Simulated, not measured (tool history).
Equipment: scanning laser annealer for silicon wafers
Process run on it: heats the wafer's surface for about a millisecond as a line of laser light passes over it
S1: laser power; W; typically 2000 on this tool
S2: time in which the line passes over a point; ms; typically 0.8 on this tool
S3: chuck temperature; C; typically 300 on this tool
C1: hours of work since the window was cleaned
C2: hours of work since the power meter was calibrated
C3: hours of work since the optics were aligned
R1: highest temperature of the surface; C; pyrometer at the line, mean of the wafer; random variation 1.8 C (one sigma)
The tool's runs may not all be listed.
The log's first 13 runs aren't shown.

run,hour,S1,S2,S3,C1,C2,C3,R1
14,965.3,2000,0.8,300,166,1336,1539,1038
15,1049.1,2000,0.8,300,225,1396,1599,1034
16,1121.9,2000,0.8,300,277,1447,1650,1033
17,1175,2000,0.8,300,315,1485,1688,1028
18,1235,2000,0.571,300,358,1528,1731,918
19,1306.9,1707,0.8,333,409,1579,1782,932
20,1371.6,1956,0.586,300,455,1625,1828,903
21,1434.3,1716,0.587,283,499,1670,1873,802
# hour 1459.6: optics aligned, line set to its width
22,1496.8,1716,0.587,283,540,1710,26,809
23,1547,2000,0.597,338,576,1746,62,971
24,1630.7,2000,0.597,338,635,1806,122,966
# hour 1707.6: window over the wafer cleaned
25,1708.3,2000,0.837,338,1,1860,175,1111
26,1794.1,2000,0.837,338,62,1921,236,1109
27,1869.1,2000,0.711,288,115,1974,290,1000
28,1922,1702,0.711,288,152,2011,327,872
29,1966.4,1821,0.585,278,184,2043,359,853
30,2050.5,1767,0.748,278,244,2103,419,901
31,2118.7,1767,0.864,285,292,2151,467,946
32,2210.3,1844,0.664,317,358,2216,532,930
33,2247.8,1844,0.803,297,384,2243,559,960
34,2310.2,1844,0.803,297,429,2288,603,957
35,2374.7,1825,0.803,302,474,2333,649,957

Below are 4 alternative next runs, each starting from the tool's condition after run 35. Predict each:
A,2450.6,1758,0.748,323,528,2387,703,?
B,2450.6,2070,0.77,331,528,2387,703,?
C,2450.6,1853,0.665,310,528,2387,703,?
D,2450.6,2021,0.926,300,528,2387,703,?

run,R1
A,925
B,1069
C,914
D,1084
What these runs would have given with no unlogged condition in the tool:
run,R1
A,966
B,1118
C,955
D,1137
